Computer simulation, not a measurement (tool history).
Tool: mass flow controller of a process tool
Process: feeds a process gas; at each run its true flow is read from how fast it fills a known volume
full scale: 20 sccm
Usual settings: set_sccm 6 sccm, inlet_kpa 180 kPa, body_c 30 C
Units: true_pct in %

run,hour,set_sccm,inlet_kpa,body_c,true_pct
1,0,6,180,30,99.21
2,188.3,6,180,30,99.12
3,462.6,6,180,24,98.88
4,751.4,6,180,24,99
5,1058.1,6,180,24,98.92
6,1208.7,6,180,24,98.94
7,1519.5,6,180,30,99.36
8,1852.8,6,180,26,98.97
9,2165.9,6,180,26,99.09
10,2514.4,6,180,26,99.07
11,2833.1,6,180,26,99.12
12,3193.2,6,180,26,99.1
13,3525.5,6,180,20,98.86
14,3822.1,6,180,20,98.97
15,4164.4,6,180,30,99.54
16,4398.1,11,180,30,99.92
17,4681.9,6,180,30,99.42
18,4913.2,6,180,30,99.58
19,5269.3,6,180,30,99.55
20,5640.6,6,180,30,99.43
21,5928.3,6,180,30,99.47
22,6097.8,6,180,30,99.49
23,6402.3,6,144,30,99.62
24,6633.8,6,144,30,99.59
25,6945.8,6,144,30,99.72
26,7192.9,6,201,28,99.38
27,7510.5,6,201,28,99.49
28,7740,3,180,21,98.97
29,7956.4,6,180,21,99.17
30,8164.7,5,180,30,99.52
31,8352,9,205,20,99.34
32,8638.6,6,166,20,99.28
33,8986.7,6,210,20,99.09
34,9296.1,6,213,30,99.73
35,9604.4,5,250,30,99.61
36,9966.8,5,219,30,99.74
37,10120.7,7,221,20,99.28
38,10273.2,6,211,29,99.75
39,10576.9,6,221,30,99.78
# hour 10647.4: gauge calibrated
40,10859.3,16,221,25,99.76
41,11069.5,16,221,25,99.75
42,11305.6,16,221,25,99.58
43,11651.3,6,172,38,99.66
44,11869.4,6,150,30,99.13
45,12165.7,6,251,37,99.55
46,12440.3,7,217,29,99.23
# hour 12501.5: controller's zero set anew
47,12792,6,176,23,98.81
48,13035.1,6,176,25,99.06

Forecast each of these 3 alternatives for the next run:
A,13309.1,4,264,31,?
B,13309.1,6,262,38,?
C,13309.1,6,180,28,?

run,true_pct
A,99.01
B,99.58
C,99.19
Without the tool's hidden state the same runs would have given:
run,true_pct
A,98.87
B,99.44
C,99.05
